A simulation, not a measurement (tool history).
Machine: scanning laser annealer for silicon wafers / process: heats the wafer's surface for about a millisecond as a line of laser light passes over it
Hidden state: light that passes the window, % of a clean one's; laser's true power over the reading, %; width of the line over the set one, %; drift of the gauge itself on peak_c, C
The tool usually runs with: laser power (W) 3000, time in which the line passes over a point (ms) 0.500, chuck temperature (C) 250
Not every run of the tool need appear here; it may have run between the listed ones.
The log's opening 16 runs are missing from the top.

run    hour  laser power (W)  time in which the line passes over a point (ms)  chuck temperature (C)  hours of work since the window was cleaned  hours of work since the power meter was calibrated  hours of work since the optics were aligned  highest temperature of the surface (C)
      932.0  -- window over the wafer cleaned
 17   956.3             3000                                            0.500                    250                                          18                                                2433                                          534                                    1008
 18  1017.1             3000                                            0.500                    250                                          62                                                2478                                          579                                    1008
 19  1081.1             3000                                            0.500                    250                                         109                                                2525                                          626                                    1001
 20  1133.0             3000                                            0.500                    211                                         148                                                2563                                          664                                     962
 21  1192.0             3067                                            0.441                    250                                         191                                                2606                                          707                                     967
 22  1233.2             3280                                            0.398                    220                                         221                                                2636                                          738                                     946
 23  1287.6             3150                                            0.500                    250                                         261                                                2676                                          777                                    1021
 24  1344.1             3150                                            0.500                    250                                         303                                                2718                                          819                                    1013
 25  1415.4             3000                                            0.529                    246                                         355                                                2770                                          871                                     990
 26  1449.1             3278                                            0.407                    230                                         380                                                2795                                          896                                     941
     1491.1  -- window over the wafer cleaned
 27  1491.1             3278                                            0.407                    230                                           0                                                2824                                          925                                     982
 28  1526.3             3278                                            0.407                    257                                          26                                                2850                                          951                                    1006
 29  1559.0             2789                                            0.358                    224                                          50                                                2874                                          975                                     817
 30  1602.4             2872                                            0.396                    244                                          82                                                2906                                         1007                                     887
 31  1652.1             2871                                            0.396                    244                                         118                                                2942                                         1044                                     882
 32  1693.2             2871                                            0.478                    246                                         148                                                2972                                         1074                                     940
 33  1761.3             3080                                            0.420                    213                                         198                                                3022                                         1124                                     912
 34  1823.9             2631                                            0.570                    275                                         244                                                3068                                         1170                                     960
 35  1880.1             2631                                            0.570                    275                                         285                                                3110                                         1211                                     953
 36  1960.2             2631                                            0.570                    275                                         344                                                3168                                         1270                                     947
 37  2000.5             3255                                            0.618                    250                                         374                                                3198                                         1299                                    1113
     2049.1  -- window over the wafer cleaned
 38  2081.6             3152                                            0.556                    279                                          24                                                3256                                         1357                                    1115
 39  2158.1             3000                                            0.428                    238                                          80                                                3312                                         1413                                     934
 40  2224.0             3138                                            0.525                    242                                         128                                                3361                                         1462                                    1038

Branching from run 40: 4 alternative next runs. What would each branch give?
  A  2280.9             2686                                            0.375                    264                                         170                                                3402                                         1504                                       ?
  B  2280.9             2681                                            0.500                    221                                         170                                                3402                                         1504                                       ?
  C  2280.9             3138                                            0.616                    247                                         170                                                3402                                         1504                                       ?
  D  2280.9             3176                                            0.377                    220                                         170                                                3402                                         1504                                       ?

run  highest temperature of the surface (C)
  A                                     845
  B                                     881
  C                                    1099
  D                                     903
Without the tool's unlogged condition, the same runs would have read:
run  highest temperature of the surface (C)
  A                                     862
  B                                     900
  C                                    1123
  D                                     923
